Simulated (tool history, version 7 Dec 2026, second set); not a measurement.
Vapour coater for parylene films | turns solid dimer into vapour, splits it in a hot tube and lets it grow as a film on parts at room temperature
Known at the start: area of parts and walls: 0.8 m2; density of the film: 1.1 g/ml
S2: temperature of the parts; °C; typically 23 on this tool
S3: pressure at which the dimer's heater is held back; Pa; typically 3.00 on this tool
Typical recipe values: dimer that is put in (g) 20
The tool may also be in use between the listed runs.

Run 1, hour 0.0: usual settings. Result: thickness of the film (µm) 15.95.
Run 2, hour 44.5: usual settings. Result: thickness of the film (µm) 15.97.
Run 3, hour 77.6: usual settings. Result: thickness of the film (µm) 16.05.
Run 4, hour 115.5: usual settings. Result: thickness of the film (µm) 15.89.
Run 5, hour 160.7: usual settings. Result: thickness of the film (µm) 15.96.
Run 6, hour 187.4: usual settings but dimer that is put in (g) 11. Result: thickness of the film (µm) 8.77.
Run 7, hour 230.7: usual settings but dimer that is put in (g) 11. Result: thickness of the film (µm) 8.73.
Run 8, hour 251.3: usual settings but dimer that is put in (g) 11. Result: thickness of the film (µm) 8.73.
Run 9, hour 286.4: usual settings but dimer that is put in (g) 11. Result: thickness of the film (µm) 8.71.
Run 10, hour 323.0: usual settings. Result: thickness of the film (µm) 15.90.
Run 11, hour 361.2: usual settings. Result: thickness of the film (µm) 15.90.
Run 12, hour 404.9: usual settings but dimer that is put in (g) 31. Result: thickness of the film (µm) 24.63.
Run 13, hour 442.6: usual settings but dimer that is put in (g) 31. Result: thickness of the film (µm) 24.53.
Run 14, hour 465.6: usual settings but dimer that is put in (g) 31. Result: thickness of the film (µm) 24.57.
Run 15, hour 500.4: usual settings but dimer that is put in (g) 31. Result: thickness of the film (µm) 24.34.
Run 16, hour 532.1: usual settings but S2 25 °C. Result: thickness of the film (µm) 15.03.
Run 17, hour 567.2: usual settings. Result: thickness of the film (µm) 15.86.
Run 18, hour 596.8: usual settings. Result: thickness of the film (µm) 15.70.
Run 19, hour 616.7: usual settings but S3 10.39 Pa. Result: thickness of the film (µm) 11.80.
Run 20, hour 648.0: usual settings. Result: thickness of the film (µm) 15.77.
Run 21, hour 692.2: usual settings. Result: thickness of the film (µm) 15.77.
Run 22, hour 724.9: usual settings. Result: thickness of the film (µm) 15.61.
At hour 739.0: trap's valve overhauled.
Run 23, hour 769.3: usual settings. Result: thickness of the film (µm) 15.80.
Run 24, hour 801.8: usual settings. Result: thickness of the film (µm) 15.81.
Run 25, hour 844.0: usual settings but dimer that is put in (g) 16, S2 15 °C, S3 3.66 Pa. Result: thickness of the film (µm) 14.28.
Run 26, hour 885.7: usual settings but dimer that is put in (g) 9, S2 15 °C, S3 7.34 Pa. Result: thickness of the film (µm) 6.87.
Run 27, hour 917.6: usual settings but S2 24 °C. Result: thickness of the film (µm) 15.39.
Run 28, hour 957.2: usual settings but dimer that is put in (g) 15, S2 27 °C, S3 3.62 Pa. Result: thickness of the film (µm) 10.33.
Run 29, hour 989.7: usual settings but dimer that is put in (g) 15, S2 27 °C, S3 3.62 Pa. Result: thickness of the film (µm) 10.31.
Run 30, hour 1034.7: usual settings but dimer that is put in (g) 15, S2 27 °C, S3 3.62 Pa. Result: thickness of the film (µm) 10.26.
Run 31, hour 1071.1: usual settings but dimer that is put in (g) 15, S2 27 °C, S3 3.62 Pa. Result: thickness of the film (µm) 10.26.
Run 32, hour 1109.1: usual settings but dimer that is put in (g) 15, S2 27 °C, S3 3.62 Pa. Result: thickness of the film (µm) 10.30.
Run 33, hour 1155.3: usual settings but dimer that is put in (g) 15, S2 17 °C, S3 3.62 Pa. Result: thickness of the film (µm) 12.78.
At hour 1177.3: gauge calibrated.
Run 34, hour 1192.1: usual settings but dimer that is put in (g) 35, S2 24 °C. Result: thickness of the film (µm) 27.35.
Run 35, hour 1229.2: usual settings but dimer that is put in (g) 35, S2 24 °C. Result: thickness of the film (µm) 27.21.
Run 36, hour 1275.3: usual settings but dimer that is put in (g) 35, S2 24 °C. Result: thickness of the film (µm) 27.34.
Run 37, hour 1311.4: usual settings but dimer that is put in (g) 19, S2 19 °C, S3 2.57 Pa. Result: thickness of the film (µm) 17.17.
Run 38, hour 1338.7: usual settings but dimer that is put in (g) 13, S2 26 °C, S3 3.47 Pa. Result: thickness of the film (µm) 9.30.
Run 39, hour 1383.2: usual settings but S3 5.93 Pa. Result: thickness of the film (µm) 13.57.
Run 40, hour 1406.0: usual settings but S2 18 °C. Result: thickness of the film (µm) 17.69.
Run 41, hour 1429.8: usual settings but dimer that is put in (g) 25, S2 22 °C, S3 11.03 Pa. Result: thickness of the film (µm) 15.04.
Run 42, hour 1465.1: usual settings but dimer that is put in (g) 11, S2 31 °C, S3 8.97 Pa. Result: thickness of the film (µm) 5.64.
Run 43, hour 1488.1: usual settings but dimer that is put in (g) 9, S2 22 °C, S3 9.24 Pa. Result: thickness of the film (µm) 5.65.
Run 44, hour 1529.1: usual settings but dimer that is put in (g) 32, S2 22 °C, S3 2.92 Pa. Result: thickness of the film (µm) 26.15.
Run 45, hour 1556.3: usual settings but dimer that is put in (g) 32, S2 22 °C, S3 2.92 Pa. Result: thickness of the film (µm) 26.17.
Run 46, hour 1579.8: usual settings but dimer that is put in (g) 32, S2 21 °C, S3 2.92 Pa. Result: thickness of the film (µm) 26.69.
Run 47, hour 1619.7: usual settings but dimer that is put in (g) 34, S2 21 °C, S3 2.92 Pa. Result: thickness of the film (µm) 28.38.

Alternative continuations, all from the tool just after run 47; predict every row:
At hour 1643.8: trap's valve overhauled.
Run A, hour 1648.2: usual settings but S3 5.25 Pa. Result: thickness of the film (µm) ?.
At hour 1643.8: trap's valve overhauled.
Run B, hour 1648.2: usual settings but dimer that is put in (g) 34, S2 19 °C, S3 2.92 Pa. Result: thickness of the film (µm) ?.
At hour 1643.8: trap's valve overhauled.
Run C, hour 1648.2: usual settings but dimer that is put in (g) 34, S2 30 °C, S3 11.04 Pa. Result: thickness of the film (µm) ?.

run  thickness of the film (µm)
  A                       13.93
  B                       29.49
  C                       16.99
Take away the tool's hidden state, keep each run's random variation, and the runs would have read:
run  thickness of the film (µm)
  A                       14.05
  B                       29.75
  C                       17.14
